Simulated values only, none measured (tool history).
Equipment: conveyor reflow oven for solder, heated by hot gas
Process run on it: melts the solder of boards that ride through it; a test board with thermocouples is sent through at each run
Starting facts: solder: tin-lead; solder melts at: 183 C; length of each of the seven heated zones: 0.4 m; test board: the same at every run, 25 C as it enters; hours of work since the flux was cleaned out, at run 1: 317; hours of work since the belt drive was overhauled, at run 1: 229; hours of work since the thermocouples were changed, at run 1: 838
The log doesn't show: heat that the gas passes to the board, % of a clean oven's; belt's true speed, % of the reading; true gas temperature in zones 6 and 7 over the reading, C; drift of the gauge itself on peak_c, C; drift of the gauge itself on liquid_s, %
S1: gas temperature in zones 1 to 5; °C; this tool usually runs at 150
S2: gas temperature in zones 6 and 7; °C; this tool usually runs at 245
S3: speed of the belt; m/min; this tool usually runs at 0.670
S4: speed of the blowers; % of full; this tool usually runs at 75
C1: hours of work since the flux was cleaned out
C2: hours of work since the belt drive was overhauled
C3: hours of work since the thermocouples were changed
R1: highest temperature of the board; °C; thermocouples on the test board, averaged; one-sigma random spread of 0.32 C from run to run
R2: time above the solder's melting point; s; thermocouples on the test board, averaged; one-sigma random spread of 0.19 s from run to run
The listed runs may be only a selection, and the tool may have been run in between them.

| run | hour | S1 | S2 | S3 | S4 | C1 | C2 | C3 | R1 | R2 |
|---|---|---|---|---|---|---|---|---|---|---|
| 1 | 0.0 | 150 | 245 | 0.670 | 75 | 317 | 229 | 838 | 227.9 | 64.3 |
| 2 | 21.0 | 150 | 245 | 0.670 | 75 | 331 | 243 | 852 | 227.9 | 64.2 |
| 3 | 47.8 | 137 | 245 | 0.670 | 75 | 349 | 260 | 869 | 224.5 | 58.0 |
| 4 | 61.1 | 137 | 245 | 0.670 | 75 | 357 | 269 | 878 | 225.2 | 58.5 |
|  | 83.5 | flux residue cleaned out of gas plates and filters |
| 5 | 83.7 | 137 | 245 | 0.670 | 75 | 0 | 281 | 890 | 224.8 | 57.8 |
| 6 | 105.4 | 137 | 245 | 0.670 | 75 | 14 | 295 | 904 | 225.5 | 57.9 |
| 7 | 138.3 | 137 | 260 | 0.670 | 75 | 36 | 317 | 926 | 238.5 | 64.9 |
| 8 | 153.5 | 150 | 245 | 0.670 | 72 | 46 | 327 | 936 | 226.9 | 63.7 |
| 9 | 178.4 | 150 | 245 | 0.609 | 75 | 62 | 343 | 952 | 230.4 | 72.4 |
|  | 203.5 | thermocouples of zones 6 and 7 changed |
| 10 | 213.1 | 150 | 245 | 0.609 | 75 | 84 | 365 | 6 | 230.9 | 72.5 |
| 11 | 240.9 | 150 | 245 | 0.609 | 75 | 102 | 383 | 25 | 230.5 | 71.9 |
| 12 | 254.3 | 150 | 243 | 0.670 | 50 | 111 | 392 | 33 | 217.9 | 56.6 |
| 13 | 273.3 | 160 | 259 | 0.673 | 75 | 124 | 404 | 46 | 241.4 | 73.7 |
| 14 | 288.6 | 160 | 259 | 0.673 | 75 | 134 | 414 | 56 | 241.0 | 73.8 |
| 15 | 306.9 | 150 | 245 | 0.656 | 75 | 146 | 426 | 68 | 228.5 | 66.2 |
| 16 | 329.2 | 147 | 245 | 0.583 | 75 | 160 | 441 | 83 | 231.5 | 74.7 |
| 17 | 358.6 | 150 | 245 | 0.670 | 75 | 180 | 460 | 102 | 227.7 | 64.3 |
| 18 | 387.8 | 158 | 259 | 0.632 | 75 | 199 | 479 | 121 | 242.8 | 78.4 |
| 19 | 402.0 | 158 | 259 | 0.632 | 75 | 208 | 489 | 131 | 242.5 | 78.1 |
| 20 | 415.7 | 158 | 259 | 0.632 | 75 | 217 | 498 | 140 | 242.8 | 77.9 |
| 21 | 437.8 | 150 | 257 | 0.670 | 87 | 232 | 512 | 154 | 240.5 | 70.2 |

Hidden condition of the tool, last listed run before each entry between runs versus first listed run after:
After run 4, before run 5: flux residue cleaned out of gas plates and filters (hour 83.5)
  heat that the gas passes to the board, % of a clean oven's: 99.6 -> 100
After run 9, before run 10: thermocouples of zones 6 and 7 changed (hour 203.5)
  belt's true speed, % of the reading: 99.99 -> 99.98; true gas temperature in zones 6 and 7 over the reading, C: 0.1 -> 0.01
